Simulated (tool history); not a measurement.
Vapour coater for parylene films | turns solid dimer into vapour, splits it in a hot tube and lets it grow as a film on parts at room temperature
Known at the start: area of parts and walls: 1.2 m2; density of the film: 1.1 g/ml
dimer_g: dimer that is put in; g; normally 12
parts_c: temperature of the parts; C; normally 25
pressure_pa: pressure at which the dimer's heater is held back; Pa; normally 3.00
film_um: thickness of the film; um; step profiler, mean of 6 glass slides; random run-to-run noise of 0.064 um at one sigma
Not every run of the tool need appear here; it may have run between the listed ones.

run,hour,dimer_g,parts_c,pressure_pa,film_um
1,0.0,12,25,3.00,7.66
2,35.6,8,25,3.00,4.98
3,85.2,8,25,3.00,5.03
4,124.4,8,25,3.00,5.06
5,194.9,8,25,3.00,5.03
6,229.7,8,21,3.00,5.97
7,299.8,8,21,3.00,5.88
8,343.8,8,21,3.00,5.88
# hour 371.9: trap's valve overhauled
9,384.0,8,21,3.00,5.93
10,453.2,8,22,4.23,5.25
11,516.5,8,22,4.23,5.29
12,566.2,7,25,5.65,3.88
13,632.5,14,24,6.76,7.66
14,692.4,9,28,6.76,4.30
15,763.7,5,28,6.76,2.38
16,832.3,5,25,4.36,2.87
17,900.9,15,31,2.85,7.66
18,945.1,8,25,3.70,4.85

Each row is a separate what-if for the run after 18, all from the same tool condition, not one after another. Results?
A,1002.1,12,33,2.29,?
B,1002.1,15,34,2.32,?
C,1002.1,13,25,3.00,?
D,1002.1,5,26,6.05,?

run,film_um
A,5.98
B,7.16
C,8.21
D,2.64
Without the tool's hidden state the same runs would have given:
run,film_um
A,6.01
B,7.19
C,8.24
D,2.65

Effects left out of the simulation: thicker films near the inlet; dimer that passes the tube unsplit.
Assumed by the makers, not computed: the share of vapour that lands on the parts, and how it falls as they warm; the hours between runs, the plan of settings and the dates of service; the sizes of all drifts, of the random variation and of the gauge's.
